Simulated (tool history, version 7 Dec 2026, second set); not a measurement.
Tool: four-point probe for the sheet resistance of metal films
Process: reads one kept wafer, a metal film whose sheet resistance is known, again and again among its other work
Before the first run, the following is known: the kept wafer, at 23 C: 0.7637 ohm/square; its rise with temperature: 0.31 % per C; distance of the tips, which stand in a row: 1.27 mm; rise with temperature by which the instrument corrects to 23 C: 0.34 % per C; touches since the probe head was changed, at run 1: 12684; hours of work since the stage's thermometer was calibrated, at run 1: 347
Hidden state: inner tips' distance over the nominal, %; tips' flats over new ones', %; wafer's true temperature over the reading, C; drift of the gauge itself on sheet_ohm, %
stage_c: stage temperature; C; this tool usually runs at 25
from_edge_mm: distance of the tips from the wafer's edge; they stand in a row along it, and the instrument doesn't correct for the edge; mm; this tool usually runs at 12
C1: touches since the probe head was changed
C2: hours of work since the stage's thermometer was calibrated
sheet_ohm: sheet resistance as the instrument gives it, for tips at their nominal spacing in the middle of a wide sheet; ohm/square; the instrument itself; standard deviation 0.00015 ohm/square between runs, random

run 1 hour=0.0 | stage_c=25 from_edge_mm=12 | C1=12684 C2=347 | sheet_ohm=0.767979
run 2 hour=15.5 | stage_c=20 from_edge_mm=12 | C1=13130 C2=357 | sheet_ohm=0.768989
run 3 hour=26.4 | stage_c=30 from_edge_mm=12 | C1=13441 C2=364 | sheet_ohm=0.766737
run 4 hour=40.0 | stage_c=30 from_edge_mm=12 | C1=13832 C2=373 | sheet_ohm=0.766515
run 5 hour=54.2 | stage_c=25 from_edge_mm=46 | C1=14241 C2=382 | sheet_ohm=0.763825
run 6 hour=66.0 | stage_c=25 from_edge_mm=46 | C1=14579 C2=390 | sheet_ohm=0.763529
run 7 hour=78.6 | stage_c=25 from_edge_mm=46 | C1=14942 C2=398 | sheet_ohm=0.763566
run 8 hour=89.5 | stage_c=25 from_edge_mm=46 | C1=15253 C2=405 | sheet_ohm=0.763697
run 9 hour=96.8 | stage_c=30 from_edge_mm=12 | C1=15463 C2=410 | sheet_ohm=0.766502
run 10 hour=108.9 | stage_c=30 from_edge_mm=12 | C1=15811 C2=418 | sheet_ohm=0.766665
run 11 hour=118.1 | stage_c=30 from_edge_mm=12 | C1=16075 C2=424 | sheet_ohm=0.766824
run 12 hour=125.4 | stage_c=25 from_edge_mm=12 | C1=16284 C2=429 | sheet_ohm=0.767855
run 13 hour=132.6 | stage_c=22 from_edge_mm=12 | C1=16492 C2=434 | sheet_ohm=0.768517
run 14 hour=146.1 | stage_c=22 from_edge_mm=12 | C1=16878 C2=443 | sheet_ohm=0.768442
run 15 hour=153.4 | stage_c=25 from_edge_mm=12 | C1=17087 C2=447 | sheet_ohm=0.767755
run 16 hour=167.7 | stage_c=25 from_edge_mm=12 | C1=17498 C2=457 | sheet_ohm=0.767932
run 17 hour=174.7 | stage_c=20 from_edge_mm=12 | C1=17699 C2=461 | sheet_ohm=0.768985
run 18 hour=182.9 | stage_c=20 from_edge_mm=12 | C1=17936 C2=467 | sheet_ohm=0.768765
run 19 hour=198.4 | stage_c=25 from_edge_mm=43 | C1=18380 C2=477 | sheet_ohm=0.763436
run 20 hour=213.6 | stage_c=25 from_edge_mm=43 | C1=18816 C2=487 | sheet_ohm=0.763490
run 21 hour=225.2 | stage_c=25 from_edge_mm=43 | C1=19149 C2=494 | sheet_ohm=0.763536
run 22 hour=240.1 | stage_c=25 from_edge_mm=28 | C1=19579 C2=504 | sheet_ohm=0.764326
run 23 hour=247.7 | stage_c=25 from_edge_mm=28 | C1=19795 C2=509 | sheet_ohm=0.764171
run 24 hour=257.6 | stage_c=22 from_edge_mm=12 | C1=20079 C2=516 | sheet_ohm=0.768741
run 25 hour=267.5 | stage_c=31 from_edge_mm=12 | C1=20365 C2=522 | sheet_ohm=0.766442
run 26 hour=280.2 | stage_c=32 from_edge_mm=4 | C1=20730 C2=531 | sheet_ohm=0.800502
run 27 hour=295.4 | stage_c=25 from_edge_mm=3 | C1=21166 C2=541 | sheet_ohm=0.829747
run 28 hour=303.8 | stage_c=25 from_edge_mm=5 | C1=21408 C2=546 | sheet_ohm=0.788876
run 29 hour=315.7 | stage_c=34 from_edge_mm=28 | C1=21748 C2=554 | sheet_ohm=0.762334
run 30 hour=330.4 | stage_c=23 from_edge_mm=69 | C1=22170 C2=564 | sheet_ohm=0.763717
run 31 hour=340.6 | stage_c=24 from_edge_mm=6 | C1=22463 C2=570 | sheet_ohm=0.781514
run 32 hour=347.3 | stage_c=25 from_edge_mm=34 | C1=22656 C2=575 | sheet_ohm=0.763500
run 33 hour=362.4 | stage_c=25 from_edge_mm=10 | C1=23090 C2=585 | sheet_ohm=0.769945
run 34 hour=370.1 | stage_c=25 from_edge_mm=39 | C1=23310 C2=590 | sheet_ohm=0.763575
run 35 hour=379.7 | stage_c=25 from_edge_mm=39 | C1=23587 C2=596 | sheet_ohm=0.763687
run 36 hour=395.6 | stage_c=20 from_edge_mm=69 | C1=24042 C2=606 | sheet_ohm=0.764629
run 37 hour=404.6 | stage_c=33 from_edge_mm=19 | C1=24299 C2=612 | sheet_ohm=0.763444
run 38 hour=420.4 | stage_c=33 from_edge_mm=19 | C1=24754 C2=623 | sheet_ohm=0.763169

For run 39, what comes out?
run 39 hour=428.4 | stage_c=33 from_edge_mm=19 | C1=24985 C2=628 | sheet_ohm=?

sheet_ohm: 0.763303 ohm/square
With no hidden state in the tool, this same run would have given sheet_ohm 0.763308 ohm/square.

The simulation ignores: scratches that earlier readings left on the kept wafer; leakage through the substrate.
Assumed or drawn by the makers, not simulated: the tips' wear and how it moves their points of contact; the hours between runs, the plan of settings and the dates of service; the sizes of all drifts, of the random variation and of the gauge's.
